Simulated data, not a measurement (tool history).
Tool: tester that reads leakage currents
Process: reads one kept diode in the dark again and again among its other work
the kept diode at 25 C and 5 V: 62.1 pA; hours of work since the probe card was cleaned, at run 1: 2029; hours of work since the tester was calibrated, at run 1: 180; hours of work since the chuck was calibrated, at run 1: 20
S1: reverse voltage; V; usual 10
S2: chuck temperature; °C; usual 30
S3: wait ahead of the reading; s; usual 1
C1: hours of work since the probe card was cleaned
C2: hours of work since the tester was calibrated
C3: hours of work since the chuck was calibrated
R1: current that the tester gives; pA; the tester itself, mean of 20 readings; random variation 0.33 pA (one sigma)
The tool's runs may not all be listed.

{"run": 1, "hour": 0.0, "S1": 10, "S2": 30, "S3": 1, "C1": 2029, "C2": 180, "C3": 20, "R1": 134.07}
{"run": 2, "hour": 13.8, "S1": 10, "S2": 25, "S3": 1, "C1": 2035, "C2": 186, "C3": 26, "R1": 93.26}
{"run": 3, "hour": 35.4, "S1": 10, "S2": 25, "S3": 1, "C1": 2045, "C2": 196, "C3": 36, "R1": 93.24}
{"run": 4, "hour": 56.5, "S1": 3, "S2": 30, "S3": 1, "C1": 2054, "C2": 205, "C3": 45, "R1": 77.11}
{"run": 5, "hour": 76.9, "S1": 10, "S2": 30, "S3": 1, "C1": 2062, "C2": 213, "C3": 53, "R1": 133.67}
{"run": 6, "hour": 93.5, "S1": 10, "S2": 30, "S3": 1, "C1": 2070, "C2": 221, "C3": 61, "R1": 133.65}
{"run": 7, "hour": 106.4, "S1": 10, "S2": 28, "S3": 1, "C1": 2075, "C2": 226, "C3": 66, "R1": 115.8}
{"run": 8, "hour": 118.9, "S1": 10, "S2": 28, "S3": 1, "C1": 2080, "C2": 232, "C3": 71, "R1": 115.65}
{"run": 9, "hour": 134.7, "S1": 10, "S2": 28, "S3": 1, "C1": 2087, "C2": 238, "C3": 78, "R1": 115.75}
{"run": 10, "hour": 149.0, "S1": 10, "S2": 28, "S3": 1, "C1": 2093, "C2": 245, "C3": 84, "R1": 115.79}
{"run": 11, "hour": 177.0, "S1": 10, "S2": 30, "S3": 5.76, "C1": 2106, "C2": 257, "C3": 97, "R1": 130.2}
{"run": 12, "hour": 195.3, "S1": 10, "S2": 30, "S3": 5.76, "C1": 2113, "C2": 265, "C3": 104, "R1": 130.3}
{"run": 13, "hour": 216.4, "S1": 10, "S2": 30, "S3": 5.76, "C1": 2122, "C2": 274, "C3": 114, "R1": 130.15}
{"hour": 219.8, "done": "chuck's temperature calibrated"}
{"run": 14, "hour": 238.9, "S1": 10, "S2": 30, "S3": 5.76, "C1": 2131, "C2": 282, "C3": 8, "R1": 130.7}
{"run": 15, "hour": 265.1, "S1": 10, "S2": 30, "S3": 5.76, "C1": 2143, "C2": 294, "C3": 20, "R1": 130.36}
{"run": 16, "hour": 281.8, "S1": 10, "S2": 30, "S3": 3.42, "C1": 2150, "C2": 301, "C3": 27, "R1": 130.87}
{"hour": 309.5, "done": "chuck's temperature calibrated, once more"}
{"run": 17, "hour": 314.1, "S1": 10, "S2": 59, "S3": 1, "C1": 2163, "C2": 314, "C3": 2, "R1": 964.02}
{"run": 18, "hour": 330.6, "S1": 10, "S2": 59, "S3": 8.76, "C1": 2170, "C2": 321, "C3": 9, "R1": 958.47}
{"run": 19, "hour": 358.7, "S1": 10, "S2": 59, "S3": 8.76, "C1": 2182, "C2": 333, "C3": 21, "R1": 954.9}
{"run": 20, "hour": 374.6, "S1": 10, "S2": 59, "S3": 8.76, "C1": 2189, "C2": 340, "C3": 28, "R1": 957.03}
{"run": 21, "hour": 390.3, "S1": 10, "S2": 59, "S3": 8.76, "C1": 2196, "C2": 347, "C3": 35, "R1": 952.8}
{"run": 22, "hour": 408.9, "S1": 10, "S2": 59, "S3": 8.76, "C1": 2204, "C2": 355, "C3": 43, "R1": 955.94}
{"run": 23, "hour": 433.5, "S1": 10, "S2": 59, "S3": 8.76, "C1": 2214, "C2": 365, "C3": 53, "R1": 960.36}
{"run": 24, "hour": 450.7, "S1": 1.4, "S2": 55, "S3": 1, "C1": 2222, "C2": 373, "C3": 61, "R1": 316.21}
{"run": 25, "hour": 466.4, "S1": 5.5, "S2": 46, "S3": 1, "C1": 2228, "C2": 380, "C3": 68, "R1": 312.48}
{"run": 26, "hour": 487.1, "S1": 2.2, "S2": 28, "S3": 8.99, "C1": 2237, "C2": 389, "C3": 77, "R1": 56.14}
{"run": 27, "hour": 515.2, "S1": 18.8, "S2": 29, "S3": 8.99, "C1": 2250, "C2": 401, "C3": 89, "R1": 160.16}
{"run": 28, "hour": 530.6, "S1": 18.8, "S2": 29, "S3": 8.99, "C1": 2256, "C2": 407, "C3": 95, "R1": 160.54}
{"run": 29, "hour": 543.3, "S1": 5.3, "S2": 23, "S3": 6.44, "C1": 2262, "C2": 413, "C3": 101, "R1": 56.61}
{"run": 30, "hour": 572.9, "S1": 1.4, "S2": 47, "S3": 7.11, "C1": 2274, "C2": 426, "C3": 114, "R1": 182.55}
{"run": 31, "hour": 587.5, "S1": 3.5, "S2": 28, "S3": 7.11, "C1": 2281, "C2": 432, "C3": 120, "R1": 69}
{"run": 32, "hour": 610.2, "S1": 10, "S2": 43, "S3": 1.08, "C1": 2290, "C2": 442, "C3": 130, "R1": 331.43}
{"run": 33, "hour": 627.7, "S1": 1.9, "S2": 56, "S3": 3.06, "C1": 2298, "C2": 449, "C3": 137, "R1": 382.19}
{"run": 34, "hour": 654.8, "S1": 1.9, "S2": 56, "S3": 3.06, "C1": 2310, "C2": 461, "C3": 149, "R1": 381.83}
{"run": 35, "hour": 669.9, "S1": 16.1, "S2": 32, "S3": 5.14, "C1": 2316, "C2": 467, "C3": 155, "R1": 185.83}
{"run": 36, "hour": 700.8, "S1": 4.4, "S2": 27, "S3": 0.73, "C1": 2329, "C2": 481, "C3": 169, "R1": 72.46}
{"run": 37, "hour": 716.7, "S1": 4.4, "S2": 27, "S3": 0.73, "C1": 2336, "C2": 487, "C3": 175, "R1": 72.99}
{"run": 38, "hour": 744.8, "S1": 7.4, "S2": 34, "S3": 2.43, "C1": 2348, "C2": 500, "C3": 188, "R1": 151.14}
{"run": 39, "hour": 763.2, "S1": 2.5, "S2": 30, "S3": 0.65, "C1": 2356, "C2": 507, "C3": 195, "R1": 70.35}
{"run": 40, "hour": 778.8, "S1": 2.5, "S2": 30, "S3": 0.65, "C1": 2363, "C2": 514, "C3": 202, "R1": 70.38}
{"run": 41, "hour": 809.6, "S1": 2.5, "S2": 30, "S3": 0.65, "C1": 2376, "C2": 527, "C3": 215, "R1": 69.88}

Measured less the same run without the tool's hidden state. The same run-to-run variation is in both; the gauge's scatter may not be:
The hidden state here: stray current of the dirty probe card, pA a volt; current scale over the true one, %; true chuck temperature over the reading, C; drift of the gauge itself on leakage_pa, %.
run=1 R1=+5.78
run=2 R1=+5.51
run=3 R1=+5.5
run=4 R1=+1.91
run=5 R1=+5.66
run=6 R1=+5.64
run=7 R1=+5.55
run=8 R1=+5.53
run=9 R1=+5.52
run=10 R1=+5.51
run=11 R1=+5.53
run=12 R1=+5.5
run=13 R1=+5.47
run=14 R1=+5.59
run=15 R1=+5.54
run=16 R1=+5.51
run=17 R1=-0.93
run=18 R1=-1.18
run=19 R1=-1.59
run=20 R1=-1.84
run=21 R1=-2.05
run=22 R1=-2.35
run=23 R1=-2.68
run=24 R1=-2.07
run=25 R1=+0
run=26 R1=+0.6
run=27 R1=+8.59
run=28 R1=+8.6
run=29 R1=+2.24
run=30 R1=-1.32
run=31 R1=+1.08
run=32 R1=+1.61
run=33 R1=-3.46
run=34 R1=-3.63
run=35 R1=+6.61
run=36 R1=+1.45
run=37 R1=+1.45
run=38 R1=+1.97
run=39 R1=+0.34
run=40 R1=+0.32
run=41 R1=+0.29
